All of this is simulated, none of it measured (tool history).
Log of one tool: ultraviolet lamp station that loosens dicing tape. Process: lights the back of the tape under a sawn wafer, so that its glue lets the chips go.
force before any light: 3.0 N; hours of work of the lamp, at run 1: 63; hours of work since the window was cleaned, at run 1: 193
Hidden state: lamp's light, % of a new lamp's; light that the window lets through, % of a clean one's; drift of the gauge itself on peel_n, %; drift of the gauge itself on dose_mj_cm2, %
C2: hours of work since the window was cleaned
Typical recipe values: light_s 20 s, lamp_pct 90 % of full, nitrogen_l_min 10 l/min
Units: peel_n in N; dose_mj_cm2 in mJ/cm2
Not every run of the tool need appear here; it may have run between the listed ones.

{"run": 1, "hour": 0.0, "light_s": 20, "lamp_pct": 90, "nitrogen_l_min": 10, "hours of work of the lamp": 63, "C2": 193, "peel_n": 0.12, "dose_mj_cm2": 657}
{"run": 2, "hour": 33.9, "light_s": 20, "lamp_pct": 90, "nitrogen_l_min": 10, "hours of work of the lamp": 85, "C2": 215, "peel_n": 0.109, "dose_mj_cm2": 658}
{"run": 3, "hour": 66.3, "light_s": 20, "lamp_pct": 90, "nitrogen_l_min": 10, "hours of work of the lamp": 106, "C2": 236, "peel_n": 0.105, "dose_mj_cm2": 667}
{"run": 4, "hour": 108.5, "light_s": 20, "lamp_pct": 90, "nitrogen_l_min": 10, "hours of work of the lamp": 133, "C2": 263, "peel_n": 0.113, "dose_mj_cm2": 650}
{"run": 5, "hour": 154.5, "light_s": 20, "lamp_pct": 90, "nitrogen_l_min": 10, "hours of work of the lamp": 162, "C2": 292, "peel_n": 0.109, "dose_mj_cm2": 655}
{"run": 6, "hour": 197.1, "light_s": 20, "lamp_pct": 90, "nitrogen_l_min": 10, "hours of work of the lamp": 189, "C2": 319, "peel_n": 0.106, "dose_mj_cm2": 648}
{"run": 7, "hour": 241.7, "light_s": 20, "lamp_pct": 90, "nitrogen_l_min": 10, "hours of work of the lamp": 218, "C2": 348, "peel_n": 0.107, "dose_mj_cm2": 659}
{"run": 8, "hour": 280.7, "light_s": 20, "lamp_pct": 90, "nitrogen_l_min": 10, "hours of work of the lamp": 243, "C2": 373, "peel_n": 0.104, "dose_mj_cm2": 657}
{"hour": 290.3, "done": "window cleaned of glue's vapour"}
{"run": 9, "hour": 318.3, "light_s": 20, "lamp_pct": 90, "nitrogen_l_min": 10, "hours of work of the lamp": 267, "C2": 18, "peel_n": 0.109, "dose_mj_cm2": 652}
{"run": 10, "hour": 354.2, "light_s": 20, "lamp_pct": 90, "nitrogen_l_min": 10, "hours of work of the lamp": 290, "C2": 41, "peel_n": 0.105, "dose_mj_cm2": 660}
{"run": 11, "hour": 382.2, "light_s": 20, "lamp_pct": 90, "nitrogen_l_min": 10, "hours of work of the lamp": 308, "C2": 59, "peel_n": 0.112, "dose_mj_cm2": 656}
{"run": 12, "hour": 418.1, "light_s": 20, "lamp_pct": 90, "nitrogen_l_min": 10, "hours of work of the lamp": 331, "C2": 82, "peel_n": 0.091, "dose_mj_cm2": 656}
{"run": 13, "hour": 443.0, "light_s": 20, "lamp_pct": 90, "nitrogen_l_min": 10, "hours of work of the lamp": 347, "C2": 98, "peel_n": 0.113, "dose_mj_cm2": 652}
{"run": 14, "hour": 465.4, "light_s": 20, "lamp_pct": 90, "nitrogen_l_min": 10, "hours of work of the lamp": 361, "C2": 112, "peel_n": 0.115, "dose_mj_cm2": 655}
{"run": 15, "hour": 501.7, "light_s": 13, "lamp_pct": 90, "nitrogen_l_min": 10, "hours of work of the lamp": 384, "C2": 135, "peel_n": 0.256, "dose_mj_cm2": 429}
{"run": 16, "hour": 529.9, "light_s": 20, "lamp_pct": 90, "nitrogen_l_min": 10, "hours of work of the lamp": 402, "C2": 153, "peel_n": 0.106, "dose_mj_cm2": 667}
{"run": 17, "hour": 570.8, "light_s": 19, "lamp_pct": 90, "nitrogen_l_min": 10, "hours of work of the lamp": 428, "C2": 180, "peel_n": 0.115, "dose_mj_cm2": 620}
{"run": 18, "hour": 614.6, "light_s": 20, "lamp_pct": 90, "nitrogen_l_min": 3, "hours of work of the lamp": 457, "C2": 208, "peel_n": 0.272, "dose_mj_cm2": 654}
{"run": 19, "hour": 642.3, "light_s": 20, "lamp_pct": 90, "nitrogen_l_min": 10, "hours of work of the lamp": 474, "C2": 225, "peel_n": 0.115, "dose_mj_cm2": 655}
{"run": 20, "hour": 677.6, "light_s": 20, "lamp_pct": 90, "nitrogen_l_min": 10, "hours of work of the lamp": 497, "C2": 248, "peel_n": 0.11, "dose_mj_cm2": 658}
{"run": 21, "hour": 701.3, "light_s": 17, "lamp_pct": 90, "nitrogen_l_min": 10, "hours of work of the lamp": 512, "C2": 263, "peel_n": 0.157, "dose_mj_cm2": 558}
{"run": 22, "hour": 723.1, "light_s": 23, "lamp_pct": 96, "nitrogen_l_min": 7, "hours of work of the lamp": 526, "C2": 277, "peel_n": 0.099, "dose_mj_cm2": 806}
{"run": 23, "hour": 750.0, "light_s": 15, "lamp_pct": 90, "nitrogen_l_min": 10, "hours of work of the lamp": 543, "C2": 294, "peel_n": 0.186, "dose_mj_cm2": 489}
{"run": 24, "hour": 772.4, "light_s": 15, "lamp_pct": 90, "nitrogen_l_min": 10, "hours of work of the lamp": 558, "C2": 309, "peel_n": 0.188, "dose_mj_cm2": 497}
{"run": 25, "hour": 796.1, "light_s": 15, "lamp_pct": 90, "nitrogen_l_min": 10, "hours of work of the lamp": 573, "C2": 324, "peel_n": 0.192, "dose_mj_cm2": 498}
{"run": 26, "hour": 848.1, "light_s": 15, "lamp_pct": 90, "nitrogen_l_min": 10, "hours of work of the lamp": 606, "C2": 357, "peel_n": 0.184, "dose_mj_cm2": 492}
{"run": 27, "hour": 880.1, "light_s": 15, "lamp_pct": 81, "nitrogen_l_min": 7, "hours of work of the lamp": 627, "C2": 378, "peel_n": 0.308, "dose_mj_cm2": 440}
{"hour": 884.4, "done": "window cleaned of glue's vapour"}
{"run": 28, "hour": 925.6, "light_s": 36, "lamp_pct": 93, "nitrogen_l_min": 4, "hours of work of the lamp": 655, "C2": 26, "peel_n": 0.077, "dose_mj_cm2": 1220}
{"run": 29, "hour": 949.9, "light_s": 20, "lamp_pct": 90, "nitrogen_l_min": 3, "hours of work of the lamp": 671, "C2": 42, "peel_n": 0.275, "dose_mj_cm2": 659}
{"run": 30, "hour": 1000.8, "light_s": 20, "lamp_pct": 90, "nitrogen_l_min": 3, "hours of work of the lamp": 704, "C2": 75, "peel_n": 0.282, "dose_mj_cm2": 657}
{"run": 31, "hour": 1022.9, "light_s": 10, "lamp_pct": 85, "nitrogen_l_min": 6, "hours of work of the lamp": 718, "C2": 89, "peel_n": 0.649, "dose_mj_cm2": 308}
{"run": 32, "hour": 1073.8, "light_s": 10, "lamp_pct": 85, "nitrogen_l_min": 6, "hours of work of the lamp": 750, "C2": 121, "peel_n": 0.66, "dose_mj_cm2": 312}
{"run": 33, "hour": 1117.4, "light_s": 33, "lamp_pct": 88, "nitrogen_l_min": 10, "hours of work of the lamp": 778, "C2": 149, "peel_n": 0.072, "dose_mj_cm2": 1057}
{"run": 34, "hour": 1141.4, "light_s": 20, "lamp_pct": 90, "nitrogen_l_min": 3, "hours of work of the lamp": 794, "C2": 165, "peel_n": 0.288, "dose_mj_cm2": 659}
{"run": 35, "hour": 1176.2, "light_s": 18, "lamp_pct": 95, "nitrogen_l_min": 3, "hours of work of the lamp": 816, "C2": 187, "peel_n": 0.314, "dose_mj_cm2": 621}
{"run": 36, "hour": 1218.7, "light_s": 15, "lamp_pct": 71, "nitrogen_l_min": 9, "hours of work of the lamp": 843, "C2": 214, "peel_n": 0.336, "dose_mj_cm2": 393}
{"run": 37, "hour": 1259.1, "light_s": 15, "lamp_pct": 71, "nitrogen_l_min": 9, "hours of work of the lamp": 869, "C2": 240, "peel_n": 0.336, "dose_mj_cm2": 386}
{"run": 38, "hour": 1294.6, "light_s": 27, "lamp_pct": 65, "nitrogen_l_min": 5, "hours of work of the lamp": 892, "C2": 263, "peel_n": 0.202, "dose_mj_cm2": 634}
{"run": 39, "hour": 1322.6, "light_s": 19, "lamp_pct": 80, "nitrogen_l_min": 5, "hours of work of the lamp": 910, "C2": 281, "peel_n": 0.256, "dose_mj_cm2": 559}

Predict the results of run 40:
{"run": 40, "hour": 1348.8, "light_s": 16, "lamp_pct": 76, "nitrogen_l_min": 16, "hours of work of the lamp": 926, "C2": 297, "peel_n": "?", "dose_mj_cm2": "?"}

Run 40 came out at peel_n 0.171 N, dose_mj_cm2 439 mJ/cm2.
Had the tool carried no hidden state, the very same run would have given peel_n 0.169 N, dose_mj_cm2 441 mJ/cm2.
